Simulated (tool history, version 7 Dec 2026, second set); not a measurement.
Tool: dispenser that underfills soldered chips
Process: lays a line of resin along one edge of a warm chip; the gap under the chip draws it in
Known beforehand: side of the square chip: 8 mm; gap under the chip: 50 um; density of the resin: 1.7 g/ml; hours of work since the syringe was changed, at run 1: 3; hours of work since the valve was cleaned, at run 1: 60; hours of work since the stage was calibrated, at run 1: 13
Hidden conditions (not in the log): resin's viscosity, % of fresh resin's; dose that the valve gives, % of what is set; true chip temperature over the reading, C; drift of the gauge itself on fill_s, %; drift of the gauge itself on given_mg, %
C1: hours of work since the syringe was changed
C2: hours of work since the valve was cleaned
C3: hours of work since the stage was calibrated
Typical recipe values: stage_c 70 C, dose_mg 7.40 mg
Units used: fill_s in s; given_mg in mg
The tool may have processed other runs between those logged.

run 1 hour=0.0 | stage_c=70 dose_mg=7.40 | C1=3 C2=60 C3=13 | fill_s=121.7 given_mg=7.20
-- hour=5.4 new syringe of resin
run 2 hour=12.8 | stage_c=70 dose_mg=7.40 | C1=5 C2=68 C3=21 | fill_s=129.6 given_mg=7.15
-- hour=16.2 new syringe of resin
run 3 hour=18.6 | stage_c=70 dose_mg=9.00 | C1=2 C2=72 C3=25 | fill_s=113.6 given_mg=8.74
run 4 hour=24.7 | stage_c=70 dose_mg=9.00 | C1=6 C2=76 C3=29 | fill_s=129.4 given_mg=8.71
-- hour=26.7 new syringe of resin
run 5 hour=33.5 | stage_c=61 dose_mg=7.40 | C1=5 C2=82 C3=35 | fill_s=186.6 given_mg=7.13
-- hour=37.7 new syringe of resin
run 6 hour=42.9 | stage_c=61 dose_mg=7.40 | C1=3 C2=88 C3=41 | fill_s=184.2 given_mg=7.12
-- hour=48.2 new syringe of resin
run 7 hour=52.9 | stage_c=70 dose_mg=6.66 | C1=3 C2=94 C3=47 | fill_s=126.8 given_mg=6.38
-- hour=58.7 new syringe of resin
-- hour=59.7 dispensing valve cleaned and set on the balance
run 8 hour=66.7 | stage_c=70 dose_mg=9.24 | C1=5 C2=5 C3=55 | fill_s=121.4 given_mg=9.19
-- hour=70.5 new syringe of resin
run 9 hour=77.7 | stage_c=73 dose_mg=7.40 | C1=5 C2=12 C3=63 | fill_s=111.9 given_mg=7.38
-- hour=81.1 new syringe of resin
run 10 hour=87.7 | stage_c=70 dose_mg=7.40 | C1=4 C2=18 C3=69 | fill_s=125.5 given_mg=7.35
-- hour=91.9 new syringe of resin
run 11 hour=93.3 | stage_c=70 dose_mg=7.40 | C1=1 C2=22 C3=73 | fill_s=112.6 given_mg=7.34
run 12 hour=99.6 | stage_c=68 dose_mg=7.83 | C1=5 C2=26 C3=77 | fill_s=136.2 given_mg=7.74
-- hour=102.2 new syringe of resin
run 13 hour=110.9 | stage_c=82 dose_mg=7.58 | C1=6 C2=33 C3=84 | fill_s=79.6 given_mg=7.48
-- hour=113.3 new syringe of resin
run 14 hour=116.6 | stage_c=82 dose_mg=7.58 | C1=2 C2=37 C3=88 | fill_s=71.6 given_mg=7.45
-- hour=124.4 new syringe of resin
run 15 hour=129.2 | stage_c=82 dose_mg=7.58 | C1=3 C2=45 C3=96 | fill_s=74.9 given_mg=7.44
-- hour=135.1 new syringe of resin
run 16 hour=137.8 | stage_c=70 dose_mg=6.41 | C1=2 C2=51 C3=101 | fill_s=121.4 given_mg=6.28

Estimate the outcome of run 17 from the log above:
-- hour=145.9 new syringe of resin
run 17 hour=150.2 | stage_c=71 dose_mg=9.12 | C1=3 C2=59 C3=109 | fill_s=? given_mg=?

{"run 17": {"fill_s": 111.7, "given_mg": 8.86}}
Without the tool's hidden state the same run would have given fill_s 104.2 s, given_mg 9.07 mg.
